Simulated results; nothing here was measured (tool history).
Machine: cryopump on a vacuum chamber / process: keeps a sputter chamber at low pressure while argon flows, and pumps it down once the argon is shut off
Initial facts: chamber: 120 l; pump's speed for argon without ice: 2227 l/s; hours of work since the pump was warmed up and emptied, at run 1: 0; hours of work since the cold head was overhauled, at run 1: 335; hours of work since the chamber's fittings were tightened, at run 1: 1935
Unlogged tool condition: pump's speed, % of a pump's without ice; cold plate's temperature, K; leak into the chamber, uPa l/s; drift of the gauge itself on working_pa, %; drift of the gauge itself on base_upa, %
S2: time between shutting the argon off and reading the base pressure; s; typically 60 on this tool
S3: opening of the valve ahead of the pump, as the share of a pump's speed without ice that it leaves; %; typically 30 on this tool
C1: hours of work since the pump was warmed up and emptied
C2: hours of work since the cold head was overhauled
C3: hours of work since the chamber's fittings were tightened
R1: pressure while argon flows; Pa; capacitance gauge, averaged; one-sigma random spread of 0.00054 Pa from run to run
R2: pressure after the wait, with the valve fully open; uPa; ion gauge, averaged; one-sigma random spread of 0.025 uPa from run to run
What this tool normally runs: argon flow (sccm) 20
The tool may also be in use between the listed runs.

Run 1, hour 0: usual settings; C1 0; C2 335; C3 1935. Result: R1 0.0499 Pa, R2 1.88 uPa.
Run 2, hour 51.1: usual settings; C1 26; C2 360; C3 1961. Result: R1 0.0512 Pa, R2 1.86 uPa.
Run 3, hour 89.1: usual settings; C1 45; C2 380; C3 1980. Result: R1 0.0513 Pa, R2 1.91 uPa.
Run 4, hour 133.7: usual settings; C1 68; C2 402; C3 2002. Result: R1 0.0519 Pa, R2 1.87 uPa.
Run 5, hour 185: usual settings; C1 94; C2 428; C3 2028. Result: R1 0.0515 Pa, R2 1.93 uPa.
Run 6, hour 219.9: usual settings; C1 111; C2 446; C3 2046. Result: R1 0.0525 Pa, R2 1.92 uPa.
Run 7, hour 259.8: usual settings; C1 132; C2 466; C3 2066. Result: R1 0.0513 Pa, R2 1.99 uPa.
Run 8, hour 302.7: usual settings; C1 153; C2 488; C3 2088. Result: R1 0.0519 Pa, R2 1.99 uPa.
Run 9, hour 353.3: usual settings; C1 179; C2 514; C3 2114. Result: R1 0.0513 Pa, R2 2.05 uPa.
Run 10, hour 375.2: usual settings; C1 190; C2 525; C3 2125. Result: R1 0.0531 Pa, R2 2.09 uPa.
Run 11, hour 415.6: usual settings; C1 211; C2 545; C3 2145. Result: R1 0.0523 Pa, R2 2.08 uPa.
Run 12, hour 448: usual settings; C1 227; C2 561; C3 2162. Result: R1 0.0526 Pa, R2 2.15 uPa.
Run 13, hour 480.8: usual settings; C1 244; C2 578; C3 2178. Result: R1 0.0535 Pa, R2 2.1 uPa.
Run 14, hour 511.1: usual settings; C1 259; C2 593; C3 2194. Result: R1 0.053 Pa, R2 2.14 uPa.
Run 15, hour 559.4: usual settings; C1 283; C2 618; C3 2218. Result: R1 0.0528 Pa, R2 2.15 uPa.
Run 16, hour 607.4: usual settings; C1 308; C2 642; C3 2242. Result: R1 0.0536 Pa, R2 2.17 uPa.
Run 17, hour 638.7: usual settings; C1 324; C2 658; C3 2258. Result: R1 0.0536 Pa, R2 2.22 uPa.
At hour 652.6: pump warmed up, emptied and cooled again.
Run 18, hour 666.1: usual settings but argon flow (sccm) 17, S2 64 s, S3 34 %; C1 7; C2 669; C3 2270. Result: R1 0.0385 Pa, R2 1.95 uPa.
Run 19, hour 712.3: usual settings but argon flow (sccm) 17, S2 70 s, S3 26 %; C1 30; C2 693; C3 2293. Result: R1 0.051 Pa, R2 1.91 uPa.
Run 20, hour 735.5: usual settings but argon flow (sccm) 17, S2 70 s, S3 26 %; C1 42; C2 705; C3 2305. Result: R1 0.0499 Pa, R2 1.91 uPa.
Run 21, hour 757.9: usual settings but argon flow (sccm) 25; C1 53; C2 716; C3 2316. Result: R1 0.0635 Pa, R2 2.04 uPa.
Run 22, hour 782.1: usual settings but argon flow (sccm) 25; C1 66; C2 728; C3 2328. Result: R1 0.0647 Pa, R2 2.03 uPa.
Run 23, hour 814.4: usual settings but argon flow (sccm) 25; C1 82; C2 745; C3 2345. Result: R1 0.0639 Pa, R2 2.11 uPa.
Run 24, hour 858.9: usual settings but argon flow (sccm) 32, S3 31 %; C1 105; C2 767; C3 2367. Result: R1 0.0816 Pa, R2 2.05 uPa.
Run 25, hour 899.8: usual settings but argon flow (sccm) 35, S3 27 %; C1 125; C2 788; C3 2388. Result: R1 0.1007 Pa, R2 2.08 uPa.
Run 26, hour 945: usual settings but argon flow (sccm) 35, S3 27 %; C1 148; C2 811; C3 2411. Result: R1 0.1004 Pa, R2 2.2 uPa.
Run 27, hour 988.7: usual settings but S3 27 %; C1 170; C2 833; C3 2433. Result: R1 0.0577 Pa, R2 2.13 uPa.
Run 28, hour 1019.9: usual settings but argon flow (sccm) 10, S2 30 s, S3 45 %; C1 186; C2 849; C3 2449. Result: R1 0.0184 Pa, R2 3.07 uPa.
Run 29, hour 1043.5: usual settings but argon flow (sccm) 10, S2 30 s, S3 45 %; C1 198; C2 861; C3 2461. Result: R1 0.0183 Pa, R2 3.09 uPa.
Run 30, hour 1087.3: usual settings but argon flow (sccm) 10, S2 30 s, S3 45 %; C1 220; C2 883; C3 2483. Result: R1 0.0174 Pa, R2 3.12 uPa.
Run 31, hour 1132.7: usual settings but argon flow (sccm) 10, S2 30 s, S3 45 %; C1 243; C2 906; C3 2506. Result: R1 0.0183 Pa, R2 3.09 uPa.
Run 32, hour 1156.3: usual settings but argon flow (sccm) 10, S2 30 s, S3 45 %; C1 255; C2 918; C3 2518. Result: R1 0.0177 Pa, R2 3.21 uPa.
Run 33, hour 1200.8: usual settings but argon flow (sccm) 25; C1 278; C2 940; C3 2540. Result: R1 0.0686 Pa, R2 2.33 uPa.

Each row is a separate what-if for the run after 33, all from the same tool condition, not one after another. Results?
Run A, hour 1225: usual settings but argon flow (sccm) 10, S2 213 s; C1 290; C2 953; C3 2553. Result: R1 ?, R2 ?.
Run B, hour 1225: usual settings but argon flow (sccm) 30, S2 149 s, S3 32 %; C1 290; C2 953; C3 2553. Result: R1 ?, R2 ?.
Run C, hour 1225: usual settings but argon flow (sccm) 10, S2 118 s, S3 24 %; C1 290; C2 953; C3 2553. Result: R1 ?, R2 ?.
Run D, hour 1225: usual settings but argon flow (sccm) 25, S2 29 s; C1 290; C2 953; C3 2553. Result: R1 ?, R2 ?.

run      R1    R2
  A  0.0263   1.7
  B  0.0763  1.84
  C  0.0334  1.96
  D  0.0674  3.32
Without the tool's unlogged condition, the same runs would have read:
run      R1    R2
  A  0.0247  0.37
  B  0.0715  0.49
  C  0.0318   0.6
  D  0.0634  1.98
